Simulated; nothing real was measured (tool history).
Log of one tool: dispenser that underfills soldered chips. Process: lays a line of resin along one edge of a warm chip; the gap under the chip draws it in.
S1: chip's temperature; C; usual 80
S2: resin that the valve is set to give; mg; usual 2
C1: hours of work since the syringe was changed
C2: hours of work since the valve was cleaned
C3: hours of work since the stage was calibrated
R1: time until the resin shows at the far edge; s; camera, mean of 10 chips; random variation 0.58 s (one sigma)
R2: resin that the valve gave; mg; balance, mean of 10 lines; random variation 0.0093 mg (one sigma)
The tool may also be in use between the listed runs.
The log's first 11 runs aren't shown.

Run 12, hour 59.9: usual settings but S2 2.12 mg; C1 6; C2 58; C3 248. Result: R1 74 s, R2 2.047 mg.
At hour 62.3: new syringe of resin.
Run 13, hour 64.6: usual settings but S2 2.12 mg; C1 2; C2 61; C3 252. Result: R1 56.6 s, R2 2.033 mg.
Run 14, hour 70.2: usual settings but S2 2.12 mg; C1 6; C2 66; C3 256. Result: R1 75.5 s, R2 2.047 mg.
At hour 71.7: new syringe of resin.
Run 15, hour 77.1: usual settings but S2 2.12 mg; C1 4; C2 71; C3 261. Result: R1 66.1 s, R2 2.021 mg.
At hour 81.2: dispensing valve cleaned and set on the balance.
At hour 82.4: new syringe of resin.
Run 16, hour 82.5: usual settings but S2 2.06 mg; C1 0; C2 1; C3 265. Result: R1 50.1 s, R2 2.056 mg.
Run 17, hour 88: usual settings but S1 67 C; C1 4; C2 5; C3 269. Result: R1 116.8 s, R2 1.987 mg.
At hour 92: new syringe of resin.
Run 18, hour 93.5: usual settings but S1 76 C; C1 1; C2 9; C3 273. Result: R1 64.8 s, R2 2 mg.
Run 19, hour 98.3: usual settings but S1 69 C, S2 2.43 mg; C1 5; C2 13; C3 277. Result: R1 107.3 s, R2 2.411 mg.
At hour 101.6: new syringe of resin.
Run 20, hour 105: usual settings but S1 77 C, S2 2.53 mg; C1 3; C2 18; C3 282. Result: R1 66.8 s, R2 2.534 mg.
Run 21, hour 108.7: usual settings but S2 1.71 mg; C1 6; C2 21; C3 285. Result: R1 77.7 s, R2 1.689 mg.
At hour 111: new syringe of resin.
Run 22, hour 112.7: usual settings but S2 1.71 mg; C1 1; C2 24; C3 288. Result: R1 59.8 s, R2 1.683 mg.
Run 23, hour 118.8: usual settings but S1 67 C, S2 1.98 mg; C1 6; C2 29; C3 293. Result: R1 135.8 s, R2 1.932 mg.
At hour 120.5: new syringe of resin.
Run 24, hour 123.3: usual settings but S2 1.88 mg; C1 2; C2 33; C3 296. Result: R1 60.9 s, R2 1.856 mg.
Run 25, hour 128.6: usual settings but S1 67 C, S2 2.27 mg; C1 6; C2 37; C3 300. Result: R1 134.7 s, R2 2.229 mg.
At hour 129.8: new syringe of resin.
Run 26, hour 135.4: usual settings but S1 67 C, S2 2.27 mg; C1 5; C2 42; C3 306. Result: R1 118.7 s, R2 2.224 mg.
At hour 139.3: new syringe of resin.
Run 27, hour 140.2: usual settings but S1 65 C, S2 2.4 mg; C1 1; C2 45; C3 309. Result: R1 103.9 s, R2 2.351 mg.
Run 28, hour 143.3: usual settings but S1 65 C, S2 2.39 mg; C1 3; C2 48; C3 312. Result: R1 120.5 s, R2 2.327 mg.
At hour 149.1: new syringe of resin.
Run 29, hour 149.7: usual settings but S1 65 C, S2 2.39 mg; C1 1; C2 53; C3 317. Result: R1 101 s, R2 2.329 mg.
Run 30, hour 154.3: usual settings but S1 65 C, S2 2.39 mg; C1 4; C2 57; C3 320. Result: R1 125.7 s, R2 2.318 mg.
Run 31, hour 157.5: usual settings but S1 65 C, S2 2.39 mg; C1 7; C2 59; C3 323. Result: R1 150.3 s, R2 2.315 mg.
At hour 158.6: new syringe of resin.
Run 32, hour 162.4: usual settings but S1 79 C, S2 2.08 mg; C1 3; C2 63; C3 326. Result: R1 63.2 s, R2 1.999 mg.
Run 33, hour 167.4: usual settings but S1 86 C, S2 2.14 mg; C1 7; C2 67; C3 330. Result: R1 61.2 s, R2 2.073 mg.
At hour 168.2: new syringe of resin.
Run 34, hour 172: usual settings but S1 68 C, S2 2.13 mg; C1 3; C2 70; C3 334. Result: R1 105.5 s, R2 2.052 mg.
At hour 177.5: dispensing valve cleaned and set on the balance.
At hour 178.8: new syringe of resin.
Run 35, hour 180.4: usual settings but S1 81 C; C1 1; C2 2; C3 340. Result: R1 53.9 s, R2 1.981 mg.

Forecast each of these 3 alternatives for the next run:
Run A, hour 185.7: usual settings but S2 2.3 mg; C1 5; C2 6; C3 344. Result: R1 ?, R2 ?.
Run B, hour 185.7: usual settings but S1 91 C, S2 1.73 mg; C1 5; C2 6; C3 344. Result: R1 ?, R2 ?.
Run C, hour 185.7: usual settings but S1 81 C, S2 2.48 mg; C1 5; C2 6; C3 344. Result: R1 ?, R2 ?.

run    R1     R2
  A  71.7  2.294
  B  48.7   1.71
  C  67.2  2.479
Without the tool's hidden state the same runs would have given:
run    R1     R2
  A  48.3  2.304
  B  32.9  1.717
  C  45.3   2.49
